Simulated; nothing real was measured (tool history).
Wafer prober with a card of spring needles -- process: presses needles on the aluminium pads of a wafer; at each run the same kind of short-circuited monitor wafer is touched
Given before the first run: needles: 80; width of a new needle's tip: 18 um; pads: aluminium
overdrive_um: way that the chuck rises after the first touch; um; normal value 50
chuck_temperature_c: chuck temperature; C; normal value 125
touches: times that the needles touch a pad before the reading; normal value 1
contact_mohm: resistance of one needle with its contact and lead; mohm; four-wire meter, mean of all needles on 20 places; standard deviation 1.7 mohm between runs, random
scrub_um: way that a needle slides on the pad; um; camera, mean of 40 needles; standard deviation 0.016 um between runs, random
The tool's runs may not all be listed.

run 1 day=0 | overdrive_um=50 chuck_temperature_c=125 touches=1 | contact_mohm=224 scrub_um=9.02
-- day=0.3 height of the first contact set anew
-- day=0.442 tips cleaned on abrasive film
-- day=1.175 tips cleaned on abrasive film
-- day=1.904 tips cleaned on abrasive film
run 2 day=2.15 | overdrive_um=50 chuck_temperature_c=29 touches=1 | contact_mohm=210 scrub_um=8.9
-- day=2.592 tips cleaned on abrasive film
-- day=3.321 tips cleaned on abrasive film
-- day=4.042 tips cleaned on abrasive film
-- day=4.771 tips cleaned on abrasive film
run 3 day=5.033 | overdrive_um=50 chuck_temperature_c=125 touches=1 | contact_mohm=230 scrub_um=8.8
-- day=5.338 height of the first contact set anew
-- day=5.488 tips cleaned on abrasive film
-- day=6.217 tips cleaned on abrasive film
run 4 day=6.658 | overdrive_um=50 chuck_temperature_c=125 touches=1 | contact_mohm=235 scrub_um=9.15
-- day=6.808 tips cleaned on abrasive film
-- day=7.542 tips cleaned on abrasive film
-- day=8.271 tips cleaned on abrasive film
run 5 day=8.517 | overdrive_um=50 chuck_temperature_c=125 touches=2 | contact_mohm=203 scrub_um=9.1
-- day=8.958 tips cleaned on abrasive film
-- day=9.692 tips cleaned on abrasive film
-- day=10.283 height of the first contact set anew, once more
-- day=10.288 tips cleaned on abrasive film
run 6 day=10.288 | overdrive_um=50 chuck_temperature_c=125 touches=1 | contact_mohm=185 scrub_um=9.18
-- day=10.892 tips cleaned on abrasive film
-- day=11.621 tips cleaned on abrasive film
-- day=12.354 tips cleaned on abrasive film
-- day=13.083 tips cleaned on abrasive film
run 7 day=13.592 | overdrive_um=50 chuck_temperature_c=125 touches=2 | contact_mohm=215 scrub_um=9.07
-- day=13.742 tips cleaned on abrasive film
-- day=14.475 tips cleaned on abrasive film
-- day=15.196 tips cleaned on abrasive film
-- day=15.208 height of the first contact set anew
-- day=15.942 tips cleaned on abrasive film
run 8 day=16.038 | overdrive_um=50 chuck_temperature_c=125 touches=2 | contact_mohm=191 scrub_um=9.19
-- day=16.625 tips cleaned on abrasive film
-- day=17.354 tips cleaned on abrasive film
run 9 day=17.592 | overdrive_um=50 chuck_temperature_c=125 touches=2 | contact_mohm=205 scrub_um=9.15
-- day=18.025 tips cleaned on abrasive film
-- day=18.758 tips cleaned on abrasive film
-- day=19.479 tips cleaned on abrasive film
-- day=20.212 tips cleaned on abrasive film
-- day=20.712 card fitted with new needles
run 10 day=21.292 | overdrive_um=50 chuck_temperature_c=125 touches=1 | contact_mohm=205 scrub_um=9.18
-- day=21.438 tips cleaned on abrasive film
-- day=22.025 tips cleaned on abrasive film
-- day=22.746 tips cleaned on abrasive film
-- day=23.475 tips cleaned on abrasive film
run 11 day=23.912 | overdrive_um=50 chuck_temperature_c=125 touches=1 | contact_mohm=202 scrub_um=9.12
-- day=24.062 tips cleaned on abrasive film
-- day=24.796 tips cleaned on abrasive film
-- day=25.517 tips cleaned on abrasive film
-- day=25.675 height of the first contact set anew
run 12 day=25.758 | overdrive_um=50 chuck_temperature_c=125 touches=1 | contact_mohm=195 scrub_um=9.18
-- day=26.2 tips cleaned on abrasive film
-- day=26.783 tips cleaned on abrasive film
-- day=27.517 tips cleaned on abrasive film
run 13 day=28.012 | overdrive_um=33 chuck_temperature_c=125 touches=1 | contact_mohm=259 scrub_um=5.99
-- day=28.162 tips cleaned on abrasive film
-- day=28.892 tips cleaned on abrasive film
-- day=29.617 tips cleaned on abrasive film
-- day=30.204 tips cleaned on abrasive film
run 14 day=30.379 | overdrive_um=46 chuck_temperature_c=43 touches=2 | contact_mohm=173 scrub_um=8.3
-- day=30.679 height of the first contact set anew
-- day=30.829 tips cleaned on abrasive film
-- day=31.562 tips cleaned on abrasive film
-- day=32.292 tips cleaned on abrasive film
run 15 day=32.525 | overdrive_um=55 chuck_temperature_c=45 touches=1 | contact_mohm=175 scrub_um=10.03
-- day=32.954 tips cleaned on abrasive film
-- day=33.688 tips cleaned on abrasive film
-- day=34.417 tips cleaned on abrasive film
-- day=35.004 tips cleaned on abrasive film
-- day=35.592 height of the first contact set anew
-- day=35.625 tips cleaned on abrasive film
run 16 day=35.625 | overdrive_um=55 chuck_temperature_c=45 touches=1 | contact_mohm=156 scrub_um=10.11
-- day=36.208 tips cleaned on abrasive film
-- day=36.796 tips cleaned on abrasive film
-- day=37.529 tips cleaned on abrasive film
-- day=38.112 tips cleaned on abrasive film
run 17 day=38.571 | overdrive_um=50 chuck_temperature_c=39 touches=2 | contact_mohm=179 scrub_um=9.09
-- day=38.721 tips cleaned on abrasive film
-- day=39.304 tips cleaned on abrasive film
-- day=40.038 tips cleaned on abrasive film
run 18 day=40.383 | overdrive_um=50 chuck_temperature_c=39 touches=2 | contact_mohm=178 scrub_um=9.04
-- day=40.542 height of the first contact set anew
-- day=40.692 tips cleaned on abrasive film
-- day=41.279 tips cleaned on abrasive film
-- day=41.942 tips cleaned on abrasive film
run 19 day=41.942 | overdrive_um=50 chuck_temperature_c=39 touches=2 | contact_mohm=155 scrub_um=9.1
-- day=42.525 tips cleaned on abrasive film
-- day=43.25 tips cleaned on abrasive film
-- day=43.971 tips cleaned on abrasive film
run 20 day=44.154 | overdrive_um=50 chuck_temperature_c=39 touches=2 | contact_mohm=167 scrub_um=9.08
-- day=44.596 tips cleaned on abrasive film
-- day=45.317 tips cleaned on abrasive film
-- day=45.475 height of the first contact set anew
-- day=45.912 tips cleaned on abrasive film
-- day=46.646 tips cleaned on abrasive film
run 21 day=46.833 | overdrive_um=37 chuck_temperature_c=125 touches=2 | contact_mohm=203 scrub_um=6.77
-- day=47.275 tips cleaned on abrasive film
-- day=48.008 tips cleaned on abrasive film
-- day=48.738 tips cleaned on abrasive film
run 22 day=48.783 | overdrive_um=62 chuck_temperature_c=33 touches=1 | contact_mohm=153 scrub_um=11.33
-- day=49.367 tips cleaned on abrasive film
-- day=50.096 tips cleaned on abrasive film
run 23 day=50.279 | overdrive_um=62 chuck_temperature_c=30 touches=2 | contact_mohm=158 scrub_um=11.25
-- day=50.438 height of the first contact set anew
-- day=50.733 tips cleaned on abrasive film
-- day=51.467 tips cleaned on abrasive film
run 24 day=51.829 | overdrive_um=58 chuck_temperature_c=94 touches=1 | contact_mohm=187 scrub_um=10.64
-- day=52.125 tips cleaned on abrasive film
-- day=52.854 tips cleaned on abrasive film
-- day=53.588 tips cleaned on abrasive film
-- day=54.308 tips cleaned on abrasive film
run 25 day=54.842 | overdrive_um=57 chuck_temperature_c=27 touches=1 | contact_mohm=188 scrub_um=10.34
-- day=54.992 tips cleaned on abrasive film
-- day=55.442 height of the first contact set anew
-- day=55.592 tips cleaned on abrasive film
-- day=56.321 tips cleaned on abrasive film
run 26 day=56.388 | overdrive_um=57 chuck_temperature_c=27 touches=1 | contact_mohm=160 scrub_um=10.48

5 ways to go on from here, each from the tool as it stands after run 26. What would each give?
-- day=56.975 tips cleaned on abrasive film
-- day=57.696 tips cleaned on abrasive film
run A day=58.2 | overdrive_um=57 chuck_temperature_c=27 touches=2 | contact_mohm=? scrub_um=?
-- day=56.975 tips cleaned on abrasive film
-- day=57.696 tips cleaned on abrasive film
run B day=58.2 | overdrive_um=50 chuck_temperature_c=27 touches=1 | contact_mohm=? scrub_um=?
-- day=56.975 tips cleaned on abrasive film
-- day=57.696 tips cleaned on abrasive film
run C day=58.2 | overdrive_um=50 chuck_temperature_c=125 touches=1 | contact_mohm=? scrub_um=?
-- day=56.975 tips cleaned on abrasive film
-- day=57.696 tips cleaned on abrasive film
run D day=58.2 | overdrive_um=36 chuck_temperature_c=98 touches=1 | contact_mohm=? scrub_um=?
-- day=56.975 tips cleaned on abrasive film
-- day=57.696 tips cleaned on abrasive film
run E day=58.2 | overdrive_um=61 chuck_temperature_c=27 touches=1 | contact_mohm=? scrub_um=?

run=A contact_mohm=168 scrub_um=10.41
run=B contact_mohm=196 scrub_um=9.11
run=C contact_mohm=210 scrub_um=9.13
run=D contact_mohm=258 scrub_um=6.54
run=E contact_mohm=181 scrub_um=11.17
The same runs, with their run-to-run variation unchanged, on a tool lacking any hidden condition would have given:
run=A contact_mohm=145 scrub_um=10.49
run=B contact_mohm=149 scrub_um=9.19
run=C contact_mohm=169 scrub_um=9.21
run=D contact_mohm=178 scrub_um=6.61
run=E contact_mohm=148 scrub_um=11.25

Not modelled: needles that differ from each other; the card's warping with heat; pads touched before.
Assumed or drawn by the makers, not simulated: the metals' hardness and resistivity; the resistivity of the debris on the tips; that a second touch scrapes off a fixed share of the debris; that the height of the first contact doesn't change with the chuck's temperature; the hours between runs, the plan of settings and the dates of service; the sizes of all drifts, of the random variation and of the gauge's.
